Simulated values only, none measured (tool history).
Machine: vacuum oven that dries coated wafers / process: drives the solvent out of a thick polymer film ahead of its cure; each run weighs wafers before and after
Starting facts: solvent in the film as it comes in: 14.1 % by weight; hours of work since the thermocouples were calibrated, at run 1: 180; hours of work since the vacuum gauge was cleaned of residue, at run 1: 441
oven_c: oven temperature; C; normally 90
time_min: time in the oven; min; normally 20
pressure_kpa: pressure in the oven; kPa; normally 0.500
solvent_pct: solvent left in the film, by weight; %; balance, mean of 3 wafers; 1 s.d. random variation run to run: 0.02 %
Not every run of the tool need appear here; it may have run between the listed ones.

run	hour	oven_c	time_min	pressure_kpa	hours of work since the thermocouples were calibrated	hours of work since the vacuum gauge was cleaned of residue	solvent_pct
1	0.0	90	20	0.500	180	441	3.36
2	62.8	90	20	0.500	211	473	3.36
3	178.6	90	20	0.500	269	531	3.36
4	227.8	90	20	0.500	294	555	3.37
5	325.4	90	20	0.500	343	604	3.37
6	374.9	90	20	0.500	367	629	3.37
7	483.3	90	20	0.500	421	683	3.39
8	571.6	90	20	0.500	466	727	3.39
9	649.5	90	20	0.500	504	766	3.43
10	757.6	90	20	0.500	559	820	3.41
11	870.1	90	20	0.500	615	876	3.44
12	921.3	90	20	0.500	640	902	3.42
13	993.7	90	20	0.573	677	938	3.48
14	1050.2	90	20	0.573	705	966	3.55
15	1144.3	102	20	0.573	752	1013	1.30
16	1234.6	102	20	0.573	797	1058	1.33
17	1289.6	90	20	0.951	824	1086	3.99
# hour 1315.4: oven's thermocouples calibrated
18	1399.4	90	20	0.951	42	1140	4.07
19	1505.2	76	20	0.500	95	1193	7.26
20	1617.3	76	20	0.500	151	1249	7.36
21	1681.6	77	27	0.297	183	1281	5.65
22	1744.8	96	27	0.447	215	1312	1.52
23	1854.0	96	27	0.447	269	1367	1.52
24	1917.2	96	27	0.447	301	1398	1.55
25	1996.7	97	20	0.938	340	1438	2.51
26	2052.5	97	20	0.938	368	1466	2.51
# hour 2060.9: vacuum gauge cleaned of residue and calibrated
27	2121.3	90	29	1.416	402	30	3.15
28	2206.6	90	29	1.416	445	73	3.13
29	2288.0	90	29	1.416	485	114	3.17

The next listed run, before its measurement:
30	2388.9	90	22	0.268	536	164	?

Logged for run 30: solvent_pct 2.54 %.
The same run, on a tool lacking any hidden state, would have yielded solvent_pct 2.53 %.

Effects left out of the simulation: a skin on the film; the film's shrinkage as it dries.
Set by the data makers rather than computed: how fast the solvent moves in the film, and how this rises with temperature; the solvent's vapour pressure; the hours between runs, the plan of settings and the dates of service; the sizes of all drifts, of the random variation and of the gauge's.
